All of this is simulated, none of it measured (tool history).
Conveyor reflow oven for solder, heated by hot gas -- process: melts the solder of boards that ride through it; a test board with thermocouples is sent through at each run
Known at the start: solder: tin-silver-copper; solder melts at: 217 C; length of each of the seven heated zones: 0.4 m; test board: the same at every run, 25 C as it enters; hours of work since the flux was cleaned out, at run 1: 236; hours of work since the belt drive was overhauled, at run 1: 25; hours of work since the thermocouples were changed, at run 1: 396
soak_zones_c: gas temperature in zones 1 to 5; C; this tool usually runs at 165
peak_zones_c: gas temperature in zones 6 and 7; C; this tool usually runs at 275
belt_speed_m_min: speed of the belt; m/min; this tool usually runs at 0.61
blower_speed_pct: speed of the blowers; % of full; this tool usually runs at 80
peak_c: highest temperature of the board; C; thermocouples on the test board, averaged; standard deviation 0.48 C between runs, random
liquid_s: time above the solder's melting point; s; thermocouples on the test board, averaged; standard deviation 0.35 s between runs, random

| run | hour | soak_zones_c | peak_zones_c | belt_speed_m_min | blower_speed_pct | hours of work since the flux was cleaned out | hours of work since the belt drive was overhauled | hours of work since the thermocouples were changed | peak_c | liquid_s |
|---|---|---|---|---|---|---|---|---|---|---|
| 1 | 0 | 165 | 275 | 0.61 | 80 | 236 | 25 | 396 | 261.9 | 63.3 |
| 2 | 32.8 | 165 | 275 | 0.61 | 80 | 252 | 40 | 411 | 261.6 | 63.4 |
| 3 | 59.5 | 165 | 275 | 0.61 | 80 | 264 | 53 | 424 | 261.8 | 62.9 |
| 4 | 85.1 | 165 | 275 | 0.61 | 80 | 277 | 65 | 436 | 261.8 | 63.1 |
| 5 | 104.3 | 165 | 275 | 0.61 | 69 | 286 | 75 | 446 | 259.2 | 61 |
| 6 | 123.9 | 165 | 275 | 0.694 | 69 | 295 | 84 | 455 | 254.7 | 49.7 |
| 7 | 146 | 165 | 275 | 0.694 | 69 | 306 | 95 | 466 | 254.9 | 49.9 |
| 8 | 180.3 | 163 | 275 | 0.61 | 78 | 322 | 111 | 482 | 261 | 62 |
| 9 | 204.9 | 154 | 264 | 0.61 | 56 | 334 | 123 | 494 | 244.8 | 45.8 |
| 10 | 235 | 171 | 275 | 0.61 | 65 | 348 | 137 | 508 | 259.7 | 62.5 |
| 11 | 250.9 | 167 | 280 | 0.682 | 65 | 356 | 145 | 516 | 258.9 | 54.1 |
| 12 | 280.8 | 167 | 280 | 0.567 | 51 | 370 | 159 | 530 | 261.9 | 68.2 |
| 13 | 296.1 | 167 | 280 | 0.567 | 51 | 378 | 167 | 537 | 262.3 | 67.9 |
| 14 | 330.3 | 165 | 282 | 0.73 | 69 | 394 | 183 | 554 | 256.9 | 48.4 |

3 options for the next run, each taken on its own from the tool as it stands now. Forecast them:
| A | 356.7 | 159 | 279 | 0.65 | 80 | 407 | 196 | 566 | ? | ? |
| B | 356.7 | 176 | 275 | 0.61 | 74 | 407 | 196 | 566 | ? | ? |
| C | 356.7 | 152 | 283 | 0.73 | 87 | 407 | 196 | 566 | ? | ? |

| run | peak_c | liquid_s |
|---|---|---|
| A | 260.2 | 56.5 |
| B | 261.2 | 65.9 |
| C | 259.4 | 47.3 |
Without the tool's hidden state the same runs would have given:
| run | peak_c | liquid_s |
|---|---|---|
| A | 263.4 | 58.7 |
| B | 263.5 | 67.4 |
| C | 263.7 | 49.9 |
